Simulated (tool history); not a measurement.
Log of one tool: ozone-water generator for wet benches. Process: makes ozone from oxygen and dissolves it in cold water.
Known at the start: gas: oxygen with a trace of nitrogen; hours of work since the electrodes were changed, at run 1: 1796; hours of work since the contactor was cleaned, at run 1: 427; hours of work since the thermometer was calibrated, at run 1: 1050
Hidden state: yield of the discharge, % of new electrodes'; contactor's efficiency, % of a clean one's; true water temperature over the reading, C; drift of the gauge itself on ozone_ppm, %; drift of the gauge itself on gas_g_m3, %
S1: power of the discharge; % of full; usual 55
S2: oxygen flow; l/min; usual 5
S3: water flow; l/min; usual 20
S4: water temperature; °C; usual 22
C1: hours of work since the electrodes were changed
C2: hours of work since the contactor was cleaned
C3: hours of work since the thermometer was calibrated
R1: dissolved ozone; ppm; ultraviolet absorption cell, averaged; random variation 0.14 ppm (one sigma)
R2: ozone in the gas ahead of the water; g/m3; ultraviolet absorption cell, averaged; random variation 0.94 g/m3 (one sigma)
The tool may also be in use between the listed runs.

{"run": 1, "hour": 0.0, "S1": 55, "S2": 5, "S3": 20, "S4": 22, "C1": 1796, "C2": 427, "C3": 1050, "R1": 15.4, "R2": 157}
{"run": 2, "hour": 41.9, "S1": 55, "S2": 5, "S3": 20, "S4": 22, "C1": 1830, "C2": 461, "C3": 1084, "R1": 15.6, "R2": 154.1}
{"run": 3, "hour": 90.9, "S1": 55, "S2": 5, "S3": 20, "S4": 22, "C1": 1870, "C2": 501, "C3": 1123, "R1": 15.5, "R2": 155.5}
{"run": 4, "hour": 134.6, "S1": 55, "S2": 5, "S3": 20, "S4": 22, "C1": 1905, "C2": 536, "C3": 1159, "R1": 15.2, "R2": 156.8}
{"run": 5, "hour": 176.1, "S1": 55, "S2": 7.3, "S3": 20, "S4": 22, "C1": 1939, "C2": 570, "C3": 1192, "R1": 14.3, "R2": 120.4}
{"run": 6, "hour": 215.5, "S1": 55, "S2": 7.3, "S3": 20, "S4": 22, "C1": 1971, "C2": 602, "C3": 1224, "R1": 14.5, "R2": 119.1}
{"run": 7, "hour": 246.1, "S1": 75, "S2": 5, "S3": 20, "S4": 22, "C1": 1996, "C2": 626, "C3": 1249, "R1": 19.5, "R2": 202.2}
{"run": 8, "hour": 291.7, "S1": 55, "S2": 5, "S3": 17, "S4": 22, "C1": 2033, "C2": 663, "C3": 1286, "R1": 17.5, "R2": 156.5}
{"run": 9, "hour": 325.8, "S1": 55, "S2": 3.17, "S3": 20, "S4": 22, "C1": 2060, "C2": 691, "C3": 1314, "R1": 15.9, "R2": 212.9}
{"run": 10, "hour": 374.0, "S1": 55, "S2": 3.17, "S3": 20, "S4": 22, "C1": 2099, "C2": 730, "C3": 1353, "R1": 16, "R2": 211.2}
{"run": 11, "hour": 399.9, "S1": 41, "S2": 3.17, "S3": 20, "S4": 22, "C1": 2121, "C2": 751, "C3": 1374, "R1": 12.9, "R2": 165.8}
{"run": 12, "hour": 457.6, "S1": 41, "S2": 3.17, "S3": 20, "S4": 22, "C1": 2167, "C2": 798, "C3": 1421, "R1": 12.5, "R2": 166.1}
{"hour": 463.1, "done": "water thermometer calibrated"}
{"run": 13, "hour": 496.9, "S1": 41, "S2": 3.17, "S3": 20, "S4": 22, "C1": 2199, "C2": 829, "C3": 27, "R1": 12.5, "R2": 166.2}
{"run": 14, "hour": 525.3, "S1": 41, "S2": 3.17, "S3": 20, "S4": 22, "C1": 2222, "C2": 852, "C3": 50, "R1": 12.5, "R2": 165.1}
{"hour": 580.5, "done": "water thermometer calibrated, once more"}
{"run": 15, "hour": 583.1, "S1": 41, "S2": 3.17, "S3": 20, "S4": 22, "C1": 2268, "C2": 899, "C3": 2, "R1": 12.9, "R2": 165.7}
{"run": 16, "hour": 627.2, "S1": 41, "S2": 3.17, "S3": 20, "S4": 22, "C1": 2304, "C2": 935, "C3": 38, "R1": 12.7, "R2": 166.8}
{"run": 17, "hour": 684.4, "S1": 55, "S2": 5, "S3": 27, "S4": 22, "C1": 2350, "C2": 981, "C3": 84, "R1": 11.5, "R2": 154.1}
{"run": 18, "hour": 731.1, "S1": 55, "S2": 5, "S3": 27, "S4": 22, "C1": 2388, "C2": 1019, "C3": 122, "R1": 11.7, "R2": 155.6}
{"run": 19, "hour": 770.8, "S1": 55, "S2": 5, "S3": 27, "S4": 22, "C1": 2420, "C2": 1051, "C3": 154, "R1": 11.6, "R2": 155.3}
{"run": 20, "hour": 798.6, "S1": 55, "S2": 5, "S3": 27, "S4": 22, "C1": 2443, "C2": 1074, "C3": 177, "R1": 11.6, "R2": 156.9}
{"run": 21, "hour": 855.1, "S1": 55, "S2": 3.17, "S3": 21, "S4": 22, "C1": 2489, "C2": 1119, "C3": 223, "R1": 15.2, "R2": 210.8}
{"run": 22, "hour": 879.8, "S1": 46, "S2": 7.58, "S3": 20, "S4": 22, "C1": 2509, "C2": 1139, "C3": 243, "R1": 11.9, "R2": 101.8}
{"run": 23, "hour": 938.3, "S1": 81, "S2": 7.2, "S3": 20, "S4": 22, "C1": 2556, "C2": 1187, "C3": 290, "R1": 19.2, "R2": 166.1}
{"run": 24, "hour": 986.5, "S1": 81, "S2": 7.2, "S3": 20, "S4": 22, "C1": 2595, "C2": 1226, "C3": 329, "R1": 19.3, "R2": 165.1}
{"run": 25, "hour": 1012.3, "S1": 81, "S2": 7.2, "S3": 20, "S4": 22, "C1": 2616, "C2": 1247, "C3": 350, "R1": 19.6, "R2": 164.3}
{"run": 26, "hour": 1043.6, "S1": 85, "S2": 7.89, "S3": 20, "S4": 22, "C1": 2642, "C2": 1272, "C3": 375, "R1": 19.3, "R2": 161.9}
{"run": 27, "hour": 1079.3, "S1": 85, "S2": 7.89, "S3": 20, "S4": 22, "C1": 2671, "C2": 1301, "C3": 405, "R1": 19.7, "R2": 160.8}
{"run": 28, "hour": 1121.7, "S1": 42, "S2": 5, "S3": 29, "S4": 23, "C1": 2705, "C2": 1336, "C3": 439, "R1": 8.4, "R2": 124.5}
{"run": 29, "hour": 1173.3, "S1": 43, "S2": 5, "S3": 29, "S4": 23, "C1": 2747, "C2": 1377, "C3": 481, "R1": 8.7, "R2": 126.5}
{"run": 30, "hour": 1198.6, "S1": 45, "S2": 5.76, "S3": 15, "S4": 22, "C1": 2767, "C2": 1398, "C3": 501, "R1": 15.4, "R2": 119.1}

The next listed run, before its measurement:
{"run": 31, "hour": 1229.8, "S1": 82, "S2": 5, "S3": 15, "S4": 22, "C1": 2793, "C2": 1423, "C3": 527, "R1": "?", "R2": "?"}

Run 31 gave R1 26.1 ppm, R2 212 g/m3.
Without the tool's hidden state the same run would have given R1 27.8 ppm, R2 222.3 g/m3.
